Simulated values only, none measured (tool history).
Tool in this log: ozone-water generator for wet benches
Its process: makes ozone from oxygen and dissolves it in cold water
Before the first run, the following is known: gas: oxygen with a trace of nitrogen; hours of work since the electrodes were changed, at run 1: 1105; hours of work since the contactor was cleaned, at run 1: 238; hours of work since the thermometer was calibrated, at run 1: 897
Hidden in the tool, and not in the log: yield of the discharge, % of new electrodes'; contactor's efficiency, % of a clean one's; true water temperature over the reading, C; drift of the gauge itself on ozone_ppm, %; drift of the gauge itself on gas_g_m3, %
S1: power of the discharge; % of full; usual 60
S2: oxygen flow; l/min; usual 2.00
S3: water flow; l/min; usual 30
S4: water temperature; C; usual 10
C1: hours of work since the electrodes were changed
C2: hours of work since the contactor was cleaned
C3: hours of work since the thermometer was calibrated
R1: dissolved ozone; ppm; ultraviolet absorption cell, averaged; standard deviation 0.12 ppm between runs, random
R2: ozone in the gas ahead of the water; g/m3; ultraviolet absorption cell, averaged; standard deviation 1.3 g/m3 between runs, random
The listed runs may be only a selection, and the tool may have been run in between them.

run    hour  S1    S2  S3  S4    C1    C2    C3    R1     R2
  1     0.0  60  2.00  30  10  1105   238   897  10.0  224.5
  2    72.9  60  2.00  30  14  1156   289   948   9.8  225.9
  3   156.5  60  2.00  30  10  1215   348  1007  10.3  221.4
  4   269.1  60  2.00  30  10  1293   426  1085  10.2  224.4
  5   390.3  60  2.00  30  10  1378   511  1170  10.2  224.6
  6   500.1  60  2.00  30  10  1455   588  1247  10.2  222.9
  7   613.9  54  2.00  30  10  1535   667  1327   9.1  204.5
  8   704.5  71  2.00  30  10  1598   731  1390  11.5  251.5
  9   780.3  60  2.00  30  10  1651   784  1443  10.1  219.5
 10   912.6  60  2.00  30  10  1743   876  1535   9.9  219.2
 11   990.4  60  2.00  30  16  1798   931  1590   9.6  219.5
 12  1068.3  60  2.00  30  10  1852   985  1644   9.8  219.0
 13  1234.8  60  2.00  30  10  1969  1102  1761   9.7  221.4
 14  1397.4  60  2.00  30  10  2082  1215  1874   9.8  220.7
 15  1471.1  60  2.00  30  10  2134  1267  1926   9.8  220.2
 16  1604.3  93  2.00  30  10  2227  1360  2019  13.6  306.2
 17  1709.6  60  2.00  30  10  2301  1434  2093   9.7  217.7
 18  1818.8  60  2.72  30  10  2377  1510  2169  10.6  182.9
 19  1934.0  86  1.82  24   9  2458  1590  2250  15.9  301.3
 20  2084.2  86  1.82  24   9  2563  1696  2355  15.7  297.7
 21  2186.4  76  1.34  19  10  2634  1767  2426  16.9  322.1
 22  2298.0  69  2.00  28  10  2712  1845  2504  11.6  239.8
 23  2406.1  47  2.00  28  10  2788  1921  2580   8.7  178.8
     2450.9  -- water thermometer calibrated
 24  2571.5  60  1.92  30  10  2903  2036    84   9.6  219.6
 25  2723.1  60  2.00  20   8  3009  2142   190  14.7  212.8
 26  2794.4  60  2.13  30  16  3059  2192   240   9.2  206.2
 27  2908.2  60  2.00  38  16  3139  2271   320   7.0  210.2
 28  3078.8  60  2.00  38  16  3258  2391   439   7.0  211.5
 29  3245.9  60  2.00  43  12  3375  2507   556   6.4  210.4
 30  3400.2  97  2.00  30   6  3483  2615   664  13.3  298.9
 31  3530.8  97  2.00  30   6  3574  2707   755  13.5  298.3
 32  3648.6  97  2.00  30   6  3656  2789   837  13.3  296.2
 33  3740.9  60  2.97  41  10  3721  2854   902   7.3  166.8
 34  3868.0  60  2.97  41  10  3810  2943   991   7.3  168.5

Below are 3 alternative next runs, each starting from the tool's condition after run 34. Predict each:
  A  3978.9  85  1.79  24  10  3887  3020  1068   ?   ?
  B  3978.9  73  1.68  41  10  3887  3020  1068   ?   ?
  C  3978.9  45  2.00  30  10  3887  3020  1068   ?   ?

run    R1     R2
  A  14.6  285.6
  B   6.9  266.1
  C   7.5  169.3
Stripped of hidden state, with their random variation kept, the same runs would have yielded:
run    R1     R2
  A  17.4  331.0
  B   8.2  303.9
  C   8.4  184.4
